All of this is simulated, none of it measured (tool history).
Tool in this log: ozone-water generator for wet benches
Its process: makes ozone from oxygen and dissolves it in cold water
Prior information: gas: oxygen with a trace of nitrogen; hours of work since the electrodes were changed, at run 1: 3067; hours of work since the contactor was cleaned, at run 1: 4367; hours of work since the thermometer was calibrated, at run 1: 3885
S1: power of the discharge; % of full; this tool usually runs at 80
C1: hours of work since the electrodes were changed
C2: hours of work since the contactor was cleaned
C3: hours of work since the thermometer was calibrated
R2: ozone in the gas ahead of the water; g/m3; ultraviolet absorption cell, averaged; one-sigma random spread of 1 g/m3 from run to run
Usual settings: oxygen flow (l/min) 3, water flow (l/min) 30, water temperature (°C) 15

{"run": 1, "hour": 0.0, "S1": 80, "oxygen flow (l/min)": 3, "water flow (l/min)": 30, "water temperature (°C)": 15, "C1": 3067, "C2": 4367, "C3": 3885, "dissolved ozone (ppm)": 9.8, "R2": 181.2}
{"run": 2, "hour": 157.8, "S1": 80, "oxygen flow (l/min)": 3, "water flow (l/min)": 30, "water temperature (°C)": 15, "C1": 3207, "C2": 4507, "C3": 4025, "dissolved ozone (ppm)": 9.8, "R2": 181.9}
{"run": 3, "hour": 271.1, "S1": 80, "oxygen flow (l/min)": 3, "water flow (l/min)": 22, "water temperature (°C)": 15, "C1": 3308, "C2": 4608, "C3": 4126, "dissolved ozone (ppm)": 13.3, "R2": 181.7}
{"run": 4, "hour": 411.4, "S1": 80, "oxygen flow (l/min)": 3, "water flow (l/min)": 22, "water temperature (°C)": 15, "C1": 3433, "C2": 4733, "C3": 4251, "dissolved ozone (ppm)": 13.5, "R2": 180.5}
{"run": 5, "hour": 588.1, "S1": 80, "oxygen flow (l/min)": 3, "water flow (l/min)": 22, "water temperature (°C)": 15, "C1": 3590, "C2": 4890, "C3": 4408, "dissolved ozone (ppm)": 13.4, "R2": 180}
{"run": 6, "hour": 691.0, "S1": 80, "oxygen flow (l/min)": 3, "water flow (l/min)": 22, "water temperature (°C)": 15, "C1": 3681, "C2": 4981, "C3": 4499, "dissolved ozone (ppm)": 13.4, "R2": 181.2}
{"hour": 742.9, "done": "contactor cleaned"}
{"run": 7, "hour": 810.3, "S1": 80, "oxygen flow (l/min)": 3, "water flow (l/min)": 22, "water temperature (°C)": 15, "C1": 3784, "C2": 60, "C3": 4602, "dissolved ozone (ppm)": 13.5, "R2": 182.9}
{"run": 8, "hour": 897.4, "S1": 80, "oxygen flow (l/min)": 3, "water flow (l/min)": 22, "water temperature (°C)": 15, "C1": 3861, "C2": 137, "C3": 4679, "dissolved ozone (ppm)": 13.7, "R2": 181.8}
{"run": 9, "hour": 1009.5, "S1": 80, "oxygen flow (l/min)": 3, "water flow (l/min)": 22, "water temperature (°C)": 15, "C1": 3961, "C2": 237, "C3": 4779, "dissolved ozone (ppm)": 13.5, "R2": 182.4}
{"run": 10, "hour": 1190.7, "S1": 80, "oxygen flow (l/min)": 3, "water flow (l/min)": 22, "water temperature (°C)": 15, "C1": 4122, "C2": 398, "C3": 4940, "dissolved ozone (ppm)": 13.3, "R2": 182}
{"run": 11, "hour": 1348.5, "S1": 80, "oxygen flow (l/min)": 3, "water flow (l/min)": 30, "water temperature (°C)": 15, "C1": 4263, "C2": 539, "C3": 5080, "dissolved ozone (ppm)": 10, "R2": 181.4}
{"hour": 1402.6, "done": "water thermometer calibrated"}
{"run": 12, "hour": 1435.8, "S1": 80, "oxygen flow (l/min)": 3, "water flow (l/min)": 30, "water temperature (°C)": 15, "C1": 4340, "C2": 616, "C3": 30, "dissolved ozone (ppm)": 9.9, "R2": 181.7}
{"run": 13, "hour": 1532.9, "S1": 80, "oxygen flow (l/min)": 3, "water flow (l/min)": 30, "water temperature (°C)": 14, "C1": 4426, "C2": 702, "C3": 116, "dissolved ozone (ppm)": 9.9, "R2": 182.8}
{"run": 14, "hour": 1715.9, "S1": 80, "oxygen flow (l/min)": 3, "water flow (l/min)": 30, "water temperature (°C)": 21, "C1": 4589, "C2": 865, "C3": 279, "dissolved ozone (ppm)": 9.5, "R2": 180.5}
{"run": 15, "hour": 1868.3, "S1": 80, "oxygen flow (l/min)": 3, "water flow (l/min)": 30, "water temperature (°C)": 21, "C1": 4724, "C2": 1000, "C3": 414, "dissolved ozone (ppm)": 9.6, "R2": 181.3}
{"run": 16, "hour": 2023.3, "S1": 62, "oxygen flow (l/min)": 3, "water flow (l/min)": 30, "water temperature (°C)": 15, "C1": 4862, "C2": 1138, "C3": 552, "dissolved ozone (ppm)": 8.1, "R2": 149.8}
{"run": 17, "hour": 2141.3, "S1": 62, "oxygen flow (l/min)": 3, "water flow (l/min)": 30, "water temperature (°C)": 15, "C1": 4967, "C2": 1243, "C3": 657, "dissolved ozone (ppm)": 7.9, "R2": 150.6}
{"run": 18, "hour": 2229.2, "S1": 83, "oxygen flow (l/min)": 3.81, "water flow (l/min)": 29, "water temperature (°C)": 15, "C1": 5045, "C2": 1321, "C3": 735, "dissolved ozone (ppm)": 11.6, "R2": 173.3}
{"run": 19, "hour": 2387.8, "S1": 83, "oxygen flow (l/min)": 3.81, "water flow (l/min)": 29, "water temperature (°C)": 15, "C1": 5186, "C2": 1462, "C3": 876, "dissolved ozone (ppm)": 11.4, "R2": 174}
{"run": 20, "hour": 2586.9, "S1": 83, "oxygen flow (l/min)": 3.81, "water flow (l/min)": 29, "water temperature (°C)": 15, "C1": 5363, "C2": 1640, "C3": 1053, "dissolved ozone (ppm)": 11.6, "R2": 172.2}
{"run": 21, "hour": 2760.3, "S1": 83, "oxygen flow (l/min)": 3.81, "water flow (l/min)": 29, "water temperature (°C)": 15, "C1": 5518, "C2": 1794, "C3": 1208, "dissolved ozone (ppm)": 11.8, "R2": 172.7}
{"run": 22, "hour": 2886.9, "S1": 80, "oxygen flow (l/min)": 1.55, "water flow (l/min)": 30, "water temperature (°C)": 15, "C1": 5630, "C2": 1906, "C3": 1320, "dissolved ozone (ppm)": 7.1, "R2": 224.4}
{"run": 23, "hour": 3057.8, "S1": 44, "oxygen flow (l/min)": 1.99, "water flow (l/min)": 25, "water temperature (°C)": 20, "C1": 5782, "C2": 2058, "C3": 1472, "dissolved ozone (ppm)": 6, "R2": 131.7}
{"run": 24, "hour": 3194.4, "S1": 80, "oxygen flow (l/min)": 2.77, "water flow (l/min)": 30, "water temperature (°C)": 15, "C1": 5904, "C2": 2180, "C3": 1594, "dissolved ozone (ppm)": 9.2, "R2": 185.6}
{"run": 25, "hour": 3348.0, "S1": 80, "oxygen flow (l/min)": 2.77, "water flow (l/min)": 30, "water temperature (°C)": 15, "C1": 6040, "C2": 2316, "C3": 1730, "dissolved ozone (ppm)": 9.3, "R2": 186.2}
{"run": 26, "hour": 3557.4, "S1": 80, "oxygen flow (l/min)": 2.77, "water flow (l/min)": 30, "water temperature (°C)": 15, "C1": 6227, "C2": 2503, "C3": 1916, "dissolved ozone (ppm)": 9.5, "R2": 184.6}
{"run": 27, "hour": 3690.7, "S1": 80, "oxygen flow (l/min)": 2.77, "water flow (l/min)": 30, "water temperature (°C)": 15, "C1": 6345, "C2": 2621, "C3": 2035, "dissolved ozone (ppm)": 9.3, "R2": 185.6}
{"run": 28, "hour": 3788.6, "S1": 80, "oxygen flow (l/min)": 3, "water flow (l/min)": 30, "water temperature (°C)": 13, "C1": 6432, "C2": 2708, "C3": 2122, "dissolved ozone (ppm)": 9.9, "R2": 182.3}
{"run": 29, "hour": 3881.8, "S1": 80, "oxygen flow (l/min)": 3.21, "water flow (l/min)": 30, "water temperature (°C)": 15, "C1": 6515, "C2": 2791, "C3": 2205, "dissolved ozone (ppm)": 10, "R2": 177.7}
{"run": 30, "hour": 4018.1, "S1": 80, "oxygen flow (l/min)": 3.21, "water flow (l/min)": 30, "water temperature (°C)": 15, "C1": 6636, "C2": 2912, "C3": 2326, "dissolved ozone (ppm)": 10, "R2": 176.2}
{"run": 31, "hour": 4171.2, "S1": 85, "oxygen flow (l/min)": 2.05, "water flow (l/min)": 22, "water temperature (°C)": 10, "C1": 6772, "C2": 3049, "C3": 2462, "dissolved ozone (ppm)": 12.2, "R2": 210.9}
{"run": 32, "hour": 4265.6, "S1": 48, "oxygen flow (l/min)": 1.64, "water flow (l/min)": 43, "water temperature (°C)": 18, "C1": 6856, "C2": 3132, "C3": 2546, "dissolved ozone (ppm)": 3.3, "R2": 147.5}
{"run": 33, "hour": 4360.0, "S1": 43, "oxygen flow (l/min)": 4.4, "water flow (l/min)": 25, "water temperature (°C)": 15, "C1": 6940, "C2": 3216, "C3": 2630, "dissolved ozone (ppm)": 8.6, "R2": 101.5}

Entry by entry between the runs, the difference in hidden state between the last listed run before and the first listed run after:
From run 6 to run 7: contactor cleaned (hour 742.9)
  contactor's efficiency, % of a clean one's: 99.9 -> 100
From run 11 to run 12: water thermometer calibrated (hour 1402.6)
  nothing in the hidden state changes from one run to the other
